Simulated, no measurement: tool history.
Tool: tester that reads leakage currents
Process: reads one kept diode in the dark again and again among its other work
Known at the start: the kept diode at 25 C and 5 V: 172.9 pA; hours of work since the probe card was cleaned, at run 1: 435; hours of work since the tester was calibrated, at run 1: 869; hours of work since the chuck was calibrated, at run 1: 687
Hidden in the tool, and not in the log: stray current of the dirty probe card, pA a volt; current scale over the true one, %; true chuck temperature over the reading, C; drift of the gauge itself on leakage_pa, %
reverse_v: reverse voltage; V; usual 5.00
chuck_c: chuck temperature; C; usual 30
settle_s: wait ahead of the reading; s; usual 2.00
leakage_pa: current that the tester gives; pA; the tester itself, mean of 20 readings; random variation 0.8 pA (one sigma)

| run | hour | reverse_v | chuck_c | settle_s | hours of work since the probe card was cleaned | hours of work since the tester was calibrated | hours of work since the chuck was calibrated | leakage_pa |
|---|---|---|---|---|---|---|---|---|
| 1 | 0.0 | 5.00 | 30 | 2.00 | 435 | 869 | 687 | 289.64 |
| 2 | 23.3 | 5.00 | 30 | 2.00 | 453 | 886 | 704 | 290.80 |
| 3 | 73.3 | 5.00 | 30 | 4.50 | 490 | 923 | 742 | 290.45 |
| 4 | 100.3 | 5.00 | 30 | 4.50 | 510 | 943 | 762 | 293.32 |
| 5 | 123.3 | 5.00 | 30 | 2.00 | 527 | 960 | 779 | 292.36 |
| 6 | 172.8 | 5.00 | 30 | 2.00 | 564 | 997 | 815 | 293.63 |
| 7 | 197.0 | 5.00 | 23 | 0.97 | 582 | 1015 | 833 | 163.65 |
| 8 | 231.2 | 16.36 | 24 | 4.64 | 607 | 1041 | 859 | 284.27 |
| 9 | 251.9 | 16.36 | 24 | 4.64 | 622 | 1056 | 874 | 283.35 |
| 10 | 277.8 | 16.36 | 24 | 4.64 | 642 | 1075 | 893 | 284.93 |
| 11 | 310.1 | 9.32 | 55 | 0.97 | 666 | 1099 | 917 | 2565.72 |
| 12 | 346.8 | 1.19 | 30 | 1.26 | 693 | 1126 | 945 | 172.38 |

Forecast each of these 3 alternatives for the next run:
| A | 387.4 | 2.50 | 30 | 2.00 | 723 | 1157 | 975 | ? |
| B | 387.4 | 8.20 | 21 | 2.00 | 723 | 1157 | 975 | ? |
| C | 387.4 | 1.19 | 49 | 1.26 | 723 | 1157 | 975 | ? |

| run | leakage_pa |
|---|---|
| A | 230.22 |
| B | 169.16 |
| C | 770.21 |
Without the tool's hidden state the same runs would have given:
| run | leakage_pa |
|---|---|
| A | 205.55 |
| B | 146.35 |
| C | 700.54 |

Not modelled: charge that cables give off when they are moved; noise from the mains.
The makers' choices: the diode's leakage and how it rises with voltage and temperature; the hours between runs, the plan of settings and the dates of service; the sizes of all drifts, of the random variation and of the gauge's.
